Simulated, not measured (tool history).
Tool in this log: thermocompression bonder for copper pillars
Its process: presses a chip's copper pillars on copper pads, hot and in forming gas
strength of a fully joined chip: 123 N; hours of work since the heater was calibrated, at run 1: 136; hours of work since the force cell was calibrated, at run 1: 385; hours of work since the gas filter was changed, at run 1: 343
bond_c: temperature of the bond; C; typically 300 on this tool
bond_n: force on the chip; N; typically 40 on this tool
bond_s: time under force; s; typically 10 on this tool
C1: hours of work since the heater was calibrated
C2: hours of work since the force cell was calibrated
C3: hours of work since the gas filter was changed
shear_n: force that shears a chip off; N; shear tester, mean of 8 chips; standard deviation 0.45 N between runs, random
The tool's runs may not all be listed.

Run 1, hour 0.0: usual settings; C1 136; C2 385; C3 343. Result: shear_n 59.6 N.
Run 2, hour 26.4: usual settings but bond_c 277 C; C1 157; C2 406; C3 364. Result: shear_n 42.2 N.
Run 3, hour 47.1: usual settings but bond_c 277 C; C1 173; C2 422; C3 380. Result: shear_n 43.0 N.
Run 4, hour 70.2: usual settings but bond_c 277 C; C1 191; C2 440; C3 398. Result: shear_n 42.7 N.
Run 5, hour 87.1: usual settings but bond_n 39 N; C1 204; C2 453; C3 411. Result: shear_n 59.2 N.
Run 6, hour 113.5: usual settings but bond_n 39 N, bond_s 18 s; C1 225; C2 474; C3 432. Result: shear_n 72.0 N.
Run 7, hour 128.6: usual settings but bond_n 39 N, bond_s 18 s; C1 237; C2 486; C3 444. Result: shear_n 71.2 N.
Run 8, hour 144.9: usual settings but bond_n 39 N, bond_s 18 s; C1 250; C2 499; C3 456. Result: shear_n 70.4 N.
Run 9, hour 165.7: usual settings but bond_c 323 C, bond_n 39 N, bond_s 18 s; C1 266; C2 515; C3 473. Result: shear_n 90.1 N.
At hour 192.7: forming gas filter changed.
Run 10, hour 201.0: usual settings but bond_c 289 C; C1 293; C2 542; C3 7. Result: shear_n 51.5 N.
Run 11, hour 229.2: usual settings but bond_c 289 C; C1 315; C2 564; C3 29. Result: shear_n 50.5 N.
Run 12, hour 260.0: usual settings but bond_c 273 C; C1 339; C2 588; C3 53. Result: shear_n 40.7 N.
Run 13, hour 284.9: usual settings but bond_c 290 C, bond_n 52 N, bond_s 13 s; C1 359; C2 608; C3 72. Result: shear_n 65.6 N.
Run 14, hour 307.0: usual settings but bond_c 290 C, bond_n 52 N, bond_s 13 s; C1 376; C2 625; C3 89. Result: shear_n 65.1 N.
Run 15, hour 324.1: usual settings but bond_c 277 C, bond_n 27 N, bond_s 15 s; C1 389; C2 638; C3 103. Result: shear_n 39.6 N.
Run 16, hour 347.9: usual settings but bond_c 277 C, bond_n 27 N, bond_s 11 s; C1 408; C2 657; C3 121. Result: shear_n 34.9 N.
Run 17, hour 363.4: usual settings but bond_c 271 C, bond_n 43 N, bond_s 12 s; C1 420; C2 669; C3 133. Result: shear_n 42.7 N.
Run 18, hour 395.4: usual settings but bond_c 313 C, bond_s 12 s; C1 445; C2 694; C3 158. Result: shear_n 73.7 N.
Run 19, hour 420.0: usual settings but bond_c 313 C, bond_s 21 s; C1 464; C2 713; C3 178. Result: shear_n 85.9 N.
Run 20, hour 441.2: usual settings but bond_c 313 C, bond_n 25 N, bond_s 21 s; C1 481; C2 730; C3 194. Result: shear_n 69.5 N.
Run 21, hour 457.2: usual settings but bond_c 313 C, bond_n 25 N, bond_s 21 s; C1 493; C2 742; C3 207. Result: shear_n 69.9 N.

Entry by entry between the runs, the difference in hidden state between the last listed run before and the first listed run after:
In the gap between runs 9 and 10: forming gas filter changed (hour 192.7)
  oxide that the forming gas leaves, % of the face: 0.57 -> 0.5

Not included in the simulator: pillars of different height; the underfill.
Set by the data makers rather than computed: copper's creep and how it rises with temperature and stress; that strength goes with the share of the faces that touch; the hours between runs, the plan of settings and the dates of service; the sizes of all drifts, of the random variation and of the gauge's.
